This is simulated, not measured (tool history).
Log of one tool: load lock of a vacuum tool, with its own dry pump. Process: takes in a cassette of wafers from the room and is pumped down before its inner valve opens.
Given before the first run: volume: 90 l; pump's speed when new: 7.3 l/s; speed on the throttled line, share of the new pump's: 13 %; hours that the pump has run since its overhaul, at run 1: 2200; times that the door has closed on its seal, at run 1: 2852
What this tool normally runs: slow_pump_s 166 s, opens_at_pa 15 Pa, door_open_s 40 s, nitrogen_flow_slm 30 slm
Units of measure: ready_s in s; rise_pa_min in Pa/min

| run | day | slow_pump_s | opens_at_pa | door_open_s | nitrogen_flow_slm | hours that the pump has run since its overhaul | times that the door has closed on its seal | incoming humidity of the room's air, % | ready_s | rise_pa_min |
|---|---|---|---|---|---|---|---|---|---|---|
| 1 | 0.000 | 166 | 15 | 40 | 30 | 2200 | 2852 | 45.2 | 252.9 | 0.025 |
| 2 | 8.212 | 166 | 15 | 40 | 30 | 2397 | 3070 | 46.0 | 255.1 | 0.035 |
| 3 | 12.429 | 215 | 15 | 40 | 30 | 2498 | 3183 | 41.8 | 299.5 | 0.035 |
| 4 | 19.550 | 215 | 15 | 40 | 30 | 2669 | 3372 | 46.1 | 295.5 | 0.033 |
| 5 | 26.192 | 215 | 15 | 40 | 30 | 2829 | 3548 | 47.5 | 301.1 | 0.030 |
| 6 | 30.550 | 215 | 15 | 40 | 30 | 2933 | 3664 | 44.2 | 297.3 | 0.032 |
| 7 | 40.175 | 215 | 25 | 40 | 30 | 3164 | 3920 | 47.6 | 290.7 | 0.033 |
| 8 | 49.650 | 166 | 14 | 40 | 31 | 3392 | 4172 | 47.5 | 254.4 | 0.046 |
| 9 | 54.183 | 166 | 22 | 40 | 31 | 3500 | 4292 | 47.6 | 252.9 | 0.039 |
| 10 | 62.500 | 166 | 22 | 40 | 31 | 3700 | 4513 | 43.8 | 248.7 | 0.044 |

For some of the steps in ready_s from one run to the next: how much would appear even if the tool had no hidden state, given the settings, what came in and random variation, and how much remains for the hidden state plus any gauge scatter that the measured result and the result without hidden state don't share?
Hidden conditions of the tool in this case: pump's speed, % of a new pump's; leak at the door's seal, Pa l/s; drift of the gauge itself on ready_s, %; drift of the gauge itself on rise_pa_min, %.
Run 2 -> 3: slow_pump_s 166 -> 215. ready_s +44.4 s: hidden state +0.0, all else +44.4.
Run 7 -> 8: slow_pump_s 215 -> 166, opens_at_pa 25 -> 14, nitrogen_flow_slm 30 -> 31. ready_s -36.3 s: hidden state +0.4, all else -36.7.
